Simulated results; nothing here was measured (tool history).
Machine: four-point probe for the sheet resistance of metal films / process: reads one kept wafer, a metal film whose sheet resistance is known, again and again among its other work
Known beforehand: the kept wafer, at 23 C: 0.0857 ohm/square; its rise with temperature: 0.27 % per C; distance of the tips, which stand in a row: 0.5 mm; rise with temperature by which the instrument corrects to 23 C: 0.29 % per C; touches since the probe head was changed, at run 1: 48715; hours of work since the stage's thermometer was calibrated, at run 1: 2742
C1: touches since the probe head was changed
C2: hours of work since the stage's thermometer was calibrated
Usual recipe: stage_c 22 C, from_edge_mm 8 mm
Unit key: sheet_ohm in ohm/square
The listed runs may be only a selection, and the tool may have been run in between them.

Run 1, hour 0.0: usual settings; C1 48715; C2 2742. Result: sheet_ohm 0.084981 ohm/square.
At hour 40.9: stage's thermometer calibrated.
Run 2, hour 62.0: usual settings but from_edge_mm 67 mm; C1 50040; C2 14. Result: sheet_ohm 0.084880 ohm/square.
Run 3, hour 106.7: usual settings but from_edge_mm 67 mm; C1 51004; C2 43. Result: sheet_ohm 0.084894 ohm/square.
Run 4, hour 152.0: usual settings; C1 51980; C2 73. Result: sheet_ohm 0.085060 ohm/square.
Run 5, hour 225.0: usual settings; C1 53552; C2 121. Result: sheet_ohm 0.085044 ohm/square.
Run 6, hour 264.5: usual settings; C1 54404; C2 147. Result: sheet_ohm 0.085083 ohm/square.
Run 7, hour 320.2: usual settings but from_edge_mm 73 mm; C1 55603; C2 184. Result: sheet_ohm 0.084833 ohm/square.
Run 8, hour 357.2: usual settings but from_edge_mm 73 mm; C1 56401; C2 208. Result: sheet_ohm 0.084856 ohm/square.
Run 9, hour 398.7: usual settings but stage_c 26 C; C1 57296; C2 236. Result: sheet_ohm 0.084978 ohm/square.
Run 10, hour 433.7: usual settings but stage_c 26 C; C1 58049; C2 259. Result: sheet_ohm 0.084956 ohm/square.
Run 11, hour 500.3: usual settings; C1 59485; C2 303. Result: sheet_ohm 0.085042 ohm/square.
Run 12, hour 560.4: usual settings; C1 60779; C2 342. Result: sheet_ohm 0.084992 ohm/square.
Run 13, hour 614.6: usual settings but from_edge_mm 5 mm; C1 61947; C2 378. Result: sheet_ohm 0.085293 ohm/square.
Run 14, hour 685.4: usual settings but from_edge_mm 5 mm; C1 63473; C2 425. Result: sheet_ohm 0.085309 ohm/square.
Run 15, hour 752.5: usual settings but from_edge_mm 39 mm; C1 64918; C2 469. Result: sheet_ohm 0.084860 ohm/square.
Run 16, hour 794.5: usual settings but from_edge_mm 39 mm; C1 65824; C2 497. Result: sheet_ohm 0.084850 ohm/square.
Run 17, hour 828.6: usual settings but from_edge_mm 39 mm; C1 66559; C2 519. Result: sheet_ohm 0.084803 ohm/square.
Run 18, hour 896.9: usual settings but from_edge_mm 39 mm; C1 68030; C2 564. Result: sheet_ohm 0.084817 ohm/square.
Run 19, hour 963.1: usual settings; C1 69456; C2 608. Result: sheet_ohm 0.084992 ohm/square.
Run 20, hour 1004.0: usual settings but stage_c 27 C, from_edge_mm 5 mm; C1 70337; C2 634. Result: sheet_ohm 0.085190 ohm/square.
Run 21, hour 1041.0: usual settings but stage_c 23 C, from_edge_mm 64 mm; C1 71135; C2 659. Result: sheet_ohm 0.084791 ohm/square.
Run 22, hour 1081.5: usual settings but stage_c 23 C, from_edge_mm 64 mm; C1 72008; C2 686. Result: sheet_ohm 0.084797 ohm/square.
Run 23, hour 1133.7: usual settings but stage_c 23 C, from_edge_mm 64 mm; C1 73132; C2 720. Result: sheet_ohm 0.084761 ohm/square.
Run 24, hour 1175.4: usual settings but stage_c 23 C, from_edge_mm 64 mm; C1 74031; C2 747. Result: sheet_ohm 0.084748 ohm/square.
Run 25, hour 1213.6: usual settings but stage_c 23 C, from_edge_mm 64 mm; C1 74853; C2 773. Result: sheet_ohm 0.084766 ohm/square.
Run 26, hour 1267.9: usual settings but stage_c 23 C, from_edge_mm 64 mm; C1 76023; C2 808. Result: sheet_ohm 0.084738 ohm/square.
Run 27, hour 1325.1: usual settings but stage_c 23 C, from_edge_mm 16 mm; C1 77257; C2 846. Result: sheet_ohm 0.084804 ohm/square.
Run 28, hour 1386.6: usual settings but stage_c 23 C, from_edge_mm 16 mm; C1 78582; C2 887. Result: sheet_ohm 0.084789 ohm/square.
Run 29, hour 1418.5: usual settings but from_edge_mm 4 mm; C1 79268; C2 908. Result: sheet_ohm 0.085481 ohm/square.
Run 30, hour 1477.1: usual settings but from_edge_mm 4 mm; C1 80531; C2 946. Result: sheet_ohm 0.085487 ohm/square.
Run 31, hour 1532.9: usual settings but from_edge_mm 4 mm; C1 81734; C2 983. Result: sheet_ohm 0.085478 ohm/square.
Run 32, hour 1581.9: usual settings but stage_c 23 C, from_edge_mm 43 mm; C1 82790; C2 1015. Result: sheet_ohm 0.084724 ohm/square.
Run 33, hour 1632.9: usual settings but stage_c 31 C, from_edge_mm 3 mm; C1 83888; C2 1049. Result: sheet_ohm 0.085862 ohm/square.
Run 34, hour 1670.8: usual settings but stage_c 31 C, from_edge_mm 3 mm; C1 84705; C2 1074. Result: sheet_ohm 0.085838 ohm/square.
Run 35, hour 1738.9: usual settings but stage_c 31 C, from_edge_mm 3 mm; C1 86171; C2 1119. Result: sheet_ohm 0.085878 ohm/square.
Run 36, hour 1782.3: usual settings but stage_c 18 C, from_edge_mm 7 mm; C1 87108; C2 1147. Result: sheet_ohm 0.085046 ohm/square.
Run 37, hour 1840.6: usual settings but stage_c 32 C, from_edge_mm 50 mm; C1 88362; C2 1186. Result: sheet_ohm 0.084594 ohm/square.
Run 38, hour 1900.0: usual settings but stage_c 21 C, from_edge_mm 5 mm; C1 89644; C2 1225. Result: sheet_ohm 0.085188 ohm/square.

4 options for the next run, each taken on its own from the tool as it stands now. Forecast them:
Run A, hour 1971.8: usual settings but from_edge_mm 5 mm; C1 91190; C2 1272. Result: sheet_ohm ?.
Run B, hour 1971.8: usual settings but from_edge_mm 58 mm; C1 91190; C2 1272. Result: sheet_ohm ?.
Run C, hour 1971.8: usual settings but stage_c 23 C; C1 91190; C2 1272. Result: sheet_ohm ?.
Run D, hour 1971.8: usual settings but stage_c 24 C, from_edge_mm 49 mm; C1 91190; C2 1272. Result: sheet_ohm ?.

run  sheet_ohm
  A   0.085145
  B   0.084751
  C   0.084880
  D   0.084691
The same runs, with their run-to-run variation unchanged, on a tool lacking any hidden condition would have given:
run  sheet_ohm
  A   0.086152
  B   0.085754
  C   0.085884
  D   0.085693
